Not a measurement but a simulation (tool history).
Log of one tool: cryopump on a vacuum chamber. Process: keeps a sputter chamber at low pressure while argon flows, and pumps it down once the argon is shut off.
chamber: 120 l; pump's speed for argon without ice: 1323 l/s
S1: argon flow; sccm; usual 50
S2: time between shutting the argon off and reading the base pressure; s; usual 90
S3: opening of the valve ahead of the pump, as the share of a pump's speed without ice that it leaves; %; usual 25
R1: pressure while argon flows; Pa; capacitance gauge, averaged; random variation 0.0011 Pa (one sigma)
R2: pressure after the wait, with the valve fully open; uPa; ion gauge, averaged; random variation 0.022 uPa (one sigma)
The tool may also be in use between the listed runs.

run,hour,S1,S2,S3,R1,R2
1,0,50,90,25,0.2665,1.16
2,16.1,50,90,25,0.2666,1.27
3,34.7,50,90,25,0.2699,1.23
4,61.6,33,90,25,0.1782,1.28
5,88.1,33,90,25,0.1796,1.36
6,101.6,33,90,25,0.1796,1.36
7,129.5,33,69,25,0.1792,1.53
8,153.7,33,69,25,0.1819,1.58
9,179.4,37,90,25,0.2054,1.46
10,202.6,37,90,25,0.2058,1.54
# hour 233.8: pump warmed up, emptied and cooled again
11,237.2,50,90,15,0.4278,1.3
12,255.8,50,219,25,0.259,1.13
13,270.6,50,219,25,0.2568,1.16
14,286.8,50,219,25,0.2573,1.11
15,302.6,50,219,25,0.261,1.22
16,332.4,50,90,25,0.2622,1.43
17,362.6,50,90,25,0.2632,1.45
18,378,50,90,25,0.2625,1.45
19,403.1,50,90,25,0.2635,1.5
20,427.5,50,90,25,0.2641,1.57
21,452.9,42,198,56,0.1044,1.46
22,473.8,42,198,56,0.1056,1.48
23,500.5,26,198,51,0.0708,1.51
24,527.6,66,51,25,0.3561,2
25,555.3,68,90,25,0.3681,1.79
26,573.9,48,36,23,0.2839,2.35
27,594.7,48,36,23,0.284,2.44
28,624.5,48,36,23,0.2873,2.53
# hour 652.2: pump warmed up, emptied and cooled again
29,658,48,36,23,0.2663,2.15
30,683.7,48,36,23,0.2666,2.13
31,710.8,67,203,52,0.1679,1.55
32,725.4,96,151,52,0.2435,1.6
33,751.8,96,151,52,0.2449,1.68
34,765.8,96,151,52,0.2462,1.57
35,792.9,96,151,52,0.2472,1.76

Forecast each of these 3 alternatives for the next run:
A,815.5,25,297,45,?,?
B,815.5,96,24,52,?,?
C,815.5,96,29,28,?,?

run,R1,R2
A,0.0752,1.76
B,0.2494,2.8
C,0.4582,2.52
Without the tool's hidden state the same runs would have given:
run,R1,R2
A,0.0712,0.37
B,0.2344,1.47
C,0.443,1.21
